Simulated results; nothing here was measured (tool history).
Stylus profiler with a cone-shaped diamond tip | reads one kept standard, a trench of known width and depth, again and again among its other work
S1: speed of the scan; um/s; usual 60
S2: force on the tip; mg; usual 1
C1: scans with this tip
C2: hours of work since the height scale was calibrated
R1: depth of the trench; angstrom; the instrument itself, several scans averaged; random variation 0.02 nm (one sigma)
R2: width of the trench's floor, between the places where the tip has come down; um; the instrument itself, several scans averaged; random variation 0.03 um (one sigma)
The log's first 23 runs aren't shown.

Run 24, hour 960.4: usual settings but S1 112 um/s, S2 0.5 mg; C1 5287; C2 1183. Result: R1 1002.6 angstrom, R2 97.33 um.
Run 25, hour 1001.5: usual settings but S1 112 um/s, S2 1.62 mg; C1 5410; C2 1210. Result: R1 1006.1 angstrom, R2 97.92 um.
Run 26, hour 1044.5: usual settings but S1 131 um/s, S2 1.98 mg; C1 5539; C2 1239. Result: R1 1007.1 angstrom, R2 97.85 um.
Run 27, hour 1092.3: usual settings but S1 131 um/s, S2 1.98 mg; C1 5683; C2 1271. Result: R1 1006.5 angstrom, R2 97.9 um.
Run 28, hour 1131: usual settings but S1 16 um/s, S2 0.41 mg; C1 5798; C2 1297. Result: R1 1002.5 angstrom, R2 98.39 um.
Run 29, hour 1188.5: usual settings but S1 104 um/s, S2 0.41 mg; C1 5971; C2 1336. Result: R1 1002.7 angstrom, R2 97.33 um.
Run 30, hour 1217.9: usual settings but S1 21 um/s, S2 0.97 mg; C1 6059; C2 1356. Result: R1 1005.1 angstrom, R2 98.41 um.
Run 31, hour 1262.2: usual settings but S1 21 um/s, S2 0.97 mg; C1 6192; C2 1385. Result: R1 1004.4 angstrom, R2 98.4 um.
Run 32, hour 1290.4: usual settings but S1 205 um/s, S2 0.34 mg; C1 6277; C2 1404. Result: R1 1002.2 angstrom, R2 95.81 um.
Run 33, hour 1352: usual settings but S1 205 um/s, S2 0.34 mg; C1 6461; C2 1445. Result: R1 1002.3 angstrom, R2 95.76 um.
Run 34, hour 1398.4: usual settings but S1 70 um/s, S2 1.69 mg; C1 6601; C2 1477. Result: R1 1006.6 angstrom, R2 98.19 um.
Run 35, hour 1437.3: usual settings but S1 196 um/s, S2 2.7 mg; C1 6717; C2 1503. Result: R1 1008.8 angstrom, R2 97.64 um.
Run 36, hour 1493.7: usual settings but S1 196 um/s, S2 2.7 mg; C1 6886; C2 1541. Result: R1 1009.1 angstrom, R2 97.65 um.
Run 37, hour 1539.4: usual settings but S2 2.66 mg; C1 7023; C2 1571. Result: R1 1008.7 angstrom, R2 98.32 um.
Run 38, hour 1590.9: usual settings but S2 2.66 mg; C1 7178; C2 1606. Result: R1 1008.7 angstrom, R2 98.32 um.
Run 39, hour 1635.7: usual settings but S2 2.66 mg; C1 7312; C2 1636. Result: R1 1008.7 angstrom, R2 98.29 um.
Run 40, hour 1687.7: usual settings but S2 2.66 mg; C1 7468; C2 1671. Result: R1 1008.8 angstrom, R2 98.26 um.

Forecast each of these 4 alternatives for the next run:
Run A, hour 1750.1: usual settings but S1 50 um/s, S2 1.85 mg; C1 7655; C2 1713. Result: R1 ?, R2 ?.
Run B, hour 1750.1: usual settings but S2 1.2 mg; C1 7655; C2 1713. Result: R1 ?, R2 ?.
Run C, hour 1750.1: usual settings but S1 70 um/s, S2 0.52 mg; C1 7655; C2 1713. Result: R1 ?, R2 ?.
Run D, hour 1750.1: usual settings but S1 36 um/s, S2 1.03 mg; C1 7655; C2 1713. Result: R1 ?, R2 ?.

run      R1     R2
  A  1006.7  98.33
  B  1005.2  98.17
  C  1002.9  97.77
  D  1004.3  98.36
Without the tool's hidden state the same runs would have given:
run      R1     R2
  A  1006.6  98.34
  B  1005.1  98.17
  C  1002.8  97.77
  D  1004.2  98.37
